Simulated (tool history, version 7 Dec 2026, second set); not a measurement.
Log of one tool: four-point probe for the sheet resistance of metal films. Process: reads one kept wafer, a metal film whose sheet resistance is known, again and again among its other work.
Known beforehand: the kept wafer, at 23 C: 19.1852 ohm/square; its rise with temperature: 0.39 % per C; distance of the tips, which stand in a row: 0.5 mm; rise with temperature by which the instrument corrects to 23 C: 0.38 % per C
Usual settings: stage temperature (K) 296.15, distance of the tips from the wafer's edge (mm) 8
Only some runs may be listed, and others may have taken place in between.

run    hour  stage temperature (K)  distance of the tips from the wafer's edge (mm)  sheet resistance as the instrument gives it (ohm/square)
  1       0                 296.15                                                8                                                 19.428085
  2    32.3                 296.15                                                8                                                 19.426244
  3    52.9                 296.15                                                8                                                  19.42975
  4    67.5                 296.15                                                8                                                 19.438933
  5      91                 296.15                                                8                                                 19.435341
  6   121.3                 298.15                                                8                                                 19.434198
  7   146.3                 297.15                                                8                                                 19.448911
  8   163.6                 297.15                                               30                                                 19.407141
  9   193.4                 297.15                                               30                                                 19.411172
 10   224.7                 297.15                                               30                                                 19.407307
 11   257.7                 296.15                                                3                                                 19.698171
 12   272.8                 295.15                                                8                                                 19.448774
 13   296.7                 295.15                                                8                                                 19.454985
 14   322.4                 295.15                                                8                                                 19.447822
 15   350.3                 296.15                                                8                                                 19.460534
 16     374                 296.15                                               67                                                 19.421034
 17   395.1                 296.15                                               67                                                 19.421953
 18   424.8                 296.15                                                8                                                  19.46606
 19   452.9                 296.15                                                8                                                 19.474457
 20   473.4                 296.15                                               12                                                 19.445976
 21   502.6                 296.15                                               12                                                 19.445157
 22   520.4                 296.15                                               12                                                 19.443868
 23   545.6                 298.15                                               15                                                 19.445966
 24     564                 307.15                                                5                                                 19.545537
 25   582.7                 299.15                                                4                                                  19.60432
      585.6  -- stage's thermometer calibrated
 26   603.5                 293.15                                               36                                                 19.419879
 27   632.1                 293.15                                               36                                                 19.435641
 28   654.2                 307.15                                               13                                                 19.457296
 29   670.2                 307.15                                               13                                                 19.463249
      679.3  -- new probe head fitted
 30   704.2                 292.15                                                4                                                 19.331789
 31   721.6                 292.15                                                4                                                 19.322166
      745.8  -- stage's thermometer calibrated, once more
 32   748.2                 292.15                                                4                                                 19.349581
 33   780.1                 303.15                                               69                                                 19.197264
 34   812.6                 303.15                                               69                                                 19.205186
 35   828.2                 291.15                                                6                                                 19.263628
 36   852.2                 301.15                                               11                                                 19.226323
 37   884.8                 301.15                                               11                                                 19.230002
 38   902.1                 296.15                                               67                                                 19.213426
 39   922.4                 302.15                                               54                                                 19.212857
 40   951.8                 302.15                                               54                                                  19.21743
 41   982.3                 307.15                                               11                                                 19.245965
 42  1014.8                 298.15                                               27                                                 19.217615
 43  1045.3                 302.15                                                5                                                 19.324101
 44  1067.2                 292.15                                                6                                                 19.284026

A few steps of sheet resistance as the instrument gives it (ohm/square) between consecutive runs. Split each: what settings, incoming material and random variation would produce without the hidden state, and what is left over for the hidden state, along with gauge scatter present in only one of the two compared results (measured, and without hidden state):
Unlogged tool condition in this case: inner tips' distance over the nominal, %; tips' flats over new ones', %; wafer's true temperature over the reading, C; drift of the gauge itself on sheet_ohm, %.
Run 10 -> 11: stage temperature (K) 297.15 -> 296.15, distance of the tips from the wafer's edge (mm) 30 -> 3. sheet resistance as the instrument gives it (ohm/square) +0.290864: hidden state +0.005567, all else +0.285297.
Run 11 -> 12: stage temperature (K) 296.15 -> 295.15, distance of the tips from the wafer's edge (mm) 3 -> 8. sheet resistance as the instrument gives it (ohm/square) -0.249397: hidden state -0.001593, all else -0.247804.
Run 25 -> 26: stage temperature (K) 299.15 -> 293.15, distance of the tips from the wafer's edge (mm) 4 -> 36, stage's thermometer calibrated. sheet resistance as the instrument gives it (ohm/square) -0.184441: hidden state -0.008851, all else -0.17559.
Run 29 -> 30: stage temperature (K) 307.15 -> 292.15, distance of the tips from the wafer's edge (mm) 13 -> 4, new probe head fitted. sheet resistance as the instrument gives it (ohm/square) -0.13146: hidden state -0.271999, all else +0.140539.
Run 31 -> 32: stage's thermometer calibrated, once more. sheet resistance as the instrument gives it (ohm/square) +0.027415: hidden state +0.025562, all else +0.001853.
